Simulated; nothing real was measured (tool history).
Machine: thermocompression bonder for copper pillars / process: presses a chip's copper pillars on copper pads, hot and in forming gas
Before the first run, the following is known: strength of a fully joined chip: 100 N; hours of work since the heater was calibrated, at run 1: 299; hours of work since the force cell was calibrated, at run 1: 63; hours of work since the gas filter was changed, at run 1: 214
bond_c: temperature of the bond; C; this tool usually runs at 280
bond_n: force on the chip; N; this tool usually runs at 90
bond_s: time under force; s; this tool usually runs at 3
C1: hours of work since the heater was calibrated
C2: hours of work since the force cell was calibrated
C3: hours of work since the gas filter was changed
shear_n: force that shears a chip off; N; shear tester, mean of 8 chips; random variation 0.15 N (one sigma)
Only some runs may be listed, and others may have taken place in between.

{"run": 1, "hour": 0.0, "bond_c": 280, "bond_n": 90, "bond_s": 3, "C1": 299, "C2": 63, "C3": 214, "shear_n": 34.9}
{"run": 2, "hour": 5.3, "bond_c": 280, "bond_n": 90, "bond_s": 3, "C1": 301, "C2": 65, "C3": 216, "shear_n": 35.0}
{"run": 3, "hour": 10.0, "bond_c": 280, "bond_n": 90, "bond_s": 3, "C1": 303, "C2": 67, "C3": 218, "shear_n": 34.9}
{"run": 4, "hour": 14.9, "bond_c": 280, "bond_n": 90, "bond_s": 3, "C1": 305, "C2": 69, "C3": 220, "shear_n": 35.2}
{"run": 5, "hour": 20.9, "bond_c": 280, "bond_n": 90, "bond_s": 3, "C1": 308, "C2": 72, "C3": 223, "shear_n": 35.1}
{"run": 6, "hour": 30.8, "bond_c": 280, "bond_n": 90, "bond_s": 4, "C1": 312, "C2": 76, "C3": 227, "shear_n": 38.9}
{"run": 7, "hour": 37.8, "bond_c": 280, "bond_n": 90, "bond_s": 4, "C1": 315, "C2": 79, "C3": 230, "shear_n": 38.9}
{"run": 8, "hour": 46.4, "bond_c": 280, "bond_n": 90, "bond_s": 4, "C1": 319, "C2": 83, "C3": 233, "shear_n": 39.2}
{"run": 9, "hour": 53.7, "bond_c": 280, "bond_n": 90, "bond_s": 4, "C1": 322, "C2": 86, "C3": 237, "shear_n": 38.7}
{"run": 10, "hour": 58.2, "bond_c": 279, "bond_n": 90, "bond_s": 3, "C1": 324, "C2": 88, "C3": 238, "shear_n": 34.2}
{"run": 11, "hour": 66.5, "bond_c": 279, "bond_n": 90, "bond_s": 3, "C1": 327, "C2": 91, "C3": 242, "shear_n": 34.4}
{"run": 12, "hour": 71.9, "bond_c": 279, "bond_n": 90, "bond_s": 3, "C1": 330, "C2": 93, "C3": 244, "shear_n": 34.6}
{"run": 13, "hour": 82.0, "bond_c": 280, "bond_n": 90, "bond_s": 3, "C1": 334, "C2": 98, "C3": 249, "shear_n": 34.7}
{"run": 14, "hour": 90.9, "bond_c": 280, "bond_n": 90, "bond_s": 3, "C1": 338, "C2": 102, "C3": 252, "shear_n": 34.9}
{"hour": 93.3, "done": "force cell calibrated"}
{"run": 15, "hour": 101.1, "bond_c": 280, "bond_n": 118, "bond_s": 3, "C1": 341, "C2": 3, "C3": 256, "shear_n": 42.9}
{"run": 16, "hour": 106.0, "bond_c": 280, "bond_n": 118, "bond_s": 3, "C1": 343, "C2": 5, "C3": 258, "shear_n": 42.5}
{"hour": 112.8, "done": "force cell calibrated, once more"}
{"run": 17, "hour": 112.8, "bond_c": 280, "bond_n": 118, "bond_s": 3, "C1": 346, "C2": 0, "C3": 261, "shear_n": 42.1}
{"run": 18, "hour": 121.1, "bond_c": 280, "bond_n": 90, "bond_s": 2, "C1": 349, "C2": 4, "C3": 264, "shear_n": 29.7}
{"run": 19, "hour": 125.4, "bond_c": 280, "bond_n": 90, "bond_s": 2, "C1": 351, "C2": 5, "C3": 266, "shear_n": 29.5}
{"run": 20, "hour": 132.2, "bond_c": 280, "bond_n": 90, "bond_s": 2, "C1": 354, "C2": 8, "C3": 269, "shear_n": 29.4}
{"run": 21, "hour": 141.5, "bond_c": 280, "bond_n": 90, "bond_s": 2, "C1": 358, "C2": 12, "C3": 273, "shear_n": 29.2}
{"run": 22, "hour": 151.9, "bond_c": 256, "bond_n": 55, "bond_s": 5, "C1": 362, "C2": 17, "C3": 277, "shear_n": 18.5}
{"run": 23, "hour": 160.7, "bond_c": 292, "bond_n": 114, "bond_s": 6, "C1": 366, "C2": 20, "C3": 281, "shear_n": 60.4}
{"run": 24, "hour": 170.6, "bond_c": 292, "bond_n": 114, "bond_s": 6, "C1": 370, "C2": 25, "C3": 285, "shear_n": 60.4}
{"run": 25, "hour": 180.5, "bond_c": 261, "bond_n": 106, "bond_s": 6, "C1": 375, "C2": 29, "C3": 289, "shear_n": 37.4}
{"run": 26, "hour": 185.1, "bond_c": 261, "bond_n": 106, "bond_s": 6, "C1": 377, "C2": 31, "C3": 291, "shear_n": 37.7}
{"run": 27, "hour": 193.2, "bond_c": 263, "bond_n": 102, "bond_s": 2, "C1": 380, "C2": 34, "C3": 295, "shear_n": 24.3}
{"run": 28, "hour": 198.6, "bond_c": 291, "bond_n": 58, "bond_s": 2, "C1": 382, "C2": 37, "C3": 297, "shear_n": 24.8}
{"run": 29, "hour": 207.7, "bond_c": 280, "bond_n": 126, "bond_s": 3, "C1": 386, "C2": 41, "C3": 301, "shear_n": 43.9}
{"run": 30, "hour": 217.9, "bond_c": 280, "bond_n": 69, "bond_s": 3, "C1": 391, "C2": 45, "C3": 305, "shear_n": 28.0}
{"run": 31, "hour": 226.0, "bond_c": 280, "bond_n": 69, "bond_s": 3, "C1": 394, "C2": 48, "C3": 309, "shear_n": 27.8}
{"run": 32, "hour": 235.8, "bond_c": 280, "bond_n": 90, "bond_s": 5, "C1": 398, "C2": 52, "C3": 313, "shear_n": 41.5}
{"run": 33, "hour": 242.3, "bond_c": 261, "bond_n": 84, "bond_s": 2, "C1": 401, "C2": 55, "C3": 316, "shear_n": 19.6}
{"run": 34, "hour": 246.7, "bond_c": 271, "bond_n": 129, "bond_s": 4, "C1": 403, "C2": 57, "C3": 318, "shear_n": 43.6}
{"run": 35, "hour": 253.5, "bond_c": 267, "bond_n": 90, "bond_s": 9, "C1": 406, "C2": 60, "C3": 321, "shear_n": 42.3}
{"run": 36, "hour": 260.2, "bond_c": 280, "bond_n": 69, "bond_s": 2, "C1": 409, "C2": 63, "C3": 323, "shear_n": 23.7}
{"run": 37, "hour": 268.0, "bond_c": 280, "bond_n": 102, "bond_s": 2, "C1": 412, "C2": 66, "C3": 327, "shear_n": 32.4}
{"run": 38, "hour": 273.9, "bond_c": 280, "bond_n": 102, "bond_s": 2, "C1": 414, "C2": 69, "C3": 329, "shear_n": 32.1}
{"run": 39, "hour": 282.3, "bond_c": 280, "bond_n": 102, "bond_s": 2, "C1": 418, "C2": 72, "C3": 333, "shear_n": 32.3}
{"run": 40, "hour": 288.4, "bond_c": 302, "bond_n": 90, "bond_s": 2, "C1": 421, "C2": 75, "C3": 335, "shear_n": 40.8}

Per-run results on a tool with no hidden state, each run keeping its own random variation:
The tool's hidden condition here consists of: true temperature of the bond over the reading, C; force that reaches the chip, % of what is set; oxide that the forming gas leaves, % of the face; drift of the gauge itself on shear_n, %.
run=1 shear_n=35.9
run=2 shear_n=36.1
run=3 shear_n=36.0
run=4 shear_n=36.3
run=5 shear_n=36.2
run=6 shear_n=40.2
run=7 shear_n=40.3
run=8 shear_n=40.6
run=9 shear_n=40.1
run=10 shear_n=35.4
run=11 shear_n=35.6
run=12 shear_n=35.9
run=13 shear_n=36.0
run=14 shear_n=36.2
run=15 shear_n=44.5
run=16 shear_n=44.2
run=17 shear_n=44.0
run=18 shear_n=30.9
run=19 shear_n=30.7
run=20 shear_n=30.6
run=21 shear_n=30.5
run=22 shear_n=19.1
run=23 shear_n=63.8
run=24 shear_n=63.9
run=25 shear_n=39.0
run=26 shear_n=39.3
run=27 shear_n=25.3
run=28 shear_n=25.9
run=29 shear_n=46.2
run=30 shear_n=29.3
run=31 shear_n=29.2
run=32 shear_n=43.7
run=33 shear_n=20.4
run=34 shear_n=45.9
run=35 shear_n=44.5
run=36 shear_n=24.9
run=37 shear_n=34.0
run=38 shear_n=33.8
run=39 shear_n=34.0
run=40 shear_n=43.3

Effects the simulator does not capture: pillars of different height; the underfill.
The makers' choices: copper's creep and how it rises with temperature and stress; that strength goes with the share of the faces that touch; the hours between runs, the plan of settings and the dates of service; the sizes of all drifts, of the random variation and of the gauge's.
